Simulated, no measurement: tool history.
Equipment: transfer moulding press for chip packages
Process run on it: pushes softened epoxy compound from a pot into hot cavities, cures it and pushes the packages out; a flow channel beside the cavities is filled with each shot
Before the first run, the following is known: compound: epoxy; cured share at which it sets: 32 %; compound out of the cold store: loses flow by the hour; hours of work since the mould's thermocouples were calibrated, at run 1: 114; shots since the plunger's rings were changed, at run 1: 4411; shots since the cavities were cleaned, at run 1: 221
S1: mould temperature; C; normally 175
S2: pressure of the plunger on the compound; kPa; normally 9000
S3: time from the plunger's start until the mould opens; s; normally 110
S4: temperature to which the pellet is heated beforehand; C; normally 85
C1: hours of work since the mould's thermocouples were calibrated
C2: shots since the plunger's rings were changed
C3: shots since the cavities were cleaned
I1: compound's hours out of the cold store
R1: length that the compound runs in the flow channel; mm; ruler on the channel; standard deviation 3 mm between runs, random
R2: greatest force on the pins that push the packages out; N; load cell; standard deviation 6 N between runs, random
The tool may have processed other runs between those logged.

| run | hour | S1 | S2 | S3 | S4 | C1 | C2 | C3 | I1 | R1 | R2 |
|---|---|---|---|---|---|---|---|---|---|---|---|
| 1 | 0 | 175 | 9000 | 110 | 85 | 114 | 4411 | 221 | 44.8 | 921 | 223 |
| 2 | 8.3 | 175 | 9000 | 110 | 85 | 119 | 4496 | 306 | 44.5 | 923 | 229 |
| 3 | 15.5 | 175 | 9000 | 110 | 85 | 124 | 4569 | 379 | 20.5 | 983 | 227 |
| 4 | 23.8 | 175 | 9000 | 110 | 85 | 129 | 4653 | 463 | 13.8 | 997 | 231 |
| 5 | 27.7 | 175 | 9000 | 110 | 82 | 131 | 4692 | 502 | 31.9 | 955 | 231 |
| 6 | 32.5 | 175 | 9000 | 110 | 85 | 135 | 4742 | 552 | 38.2 | 939 | 222 |
| 7 | 37.6 | 175 | 9000 | 110 | 85 | 138 | 4794 | 604 | 27.7 | 962 | 227 |
| 8 | 42.3 | 175 | 9000 | 103 | 85 | 141 | 4841 | 651 | 35.3 | 943 | 244 |
| 9 | 47 | 175 | 9000 | 103 | 85 | 144 | 4889 | 699 | 43.4 | 931 | 234 |
|  | 55 | cavities cleaned with cleaning compound and waxed |
| 10 | 57 | 175 | 9000 | 103 | 85 | 149 | 4975 | 20 | 16.7 | 990 | 242 |
| 11 | 64.7 | 167 | 9650 | 141 | 88 | 154 | 5053 | 98 | 18.3 | 1074 | 239 |

What will run 12 give?
| 12 | 72.6 | 174 | 9000 | 110 | 94 | 159 | 5134 | 179 | 29.1 | ? | ? |

Run 12 measured R1 968 mm, R2 236 N.
The same run, on a tool lacking any hidden state, would have yielded R1 969 mm, R2 235 N.
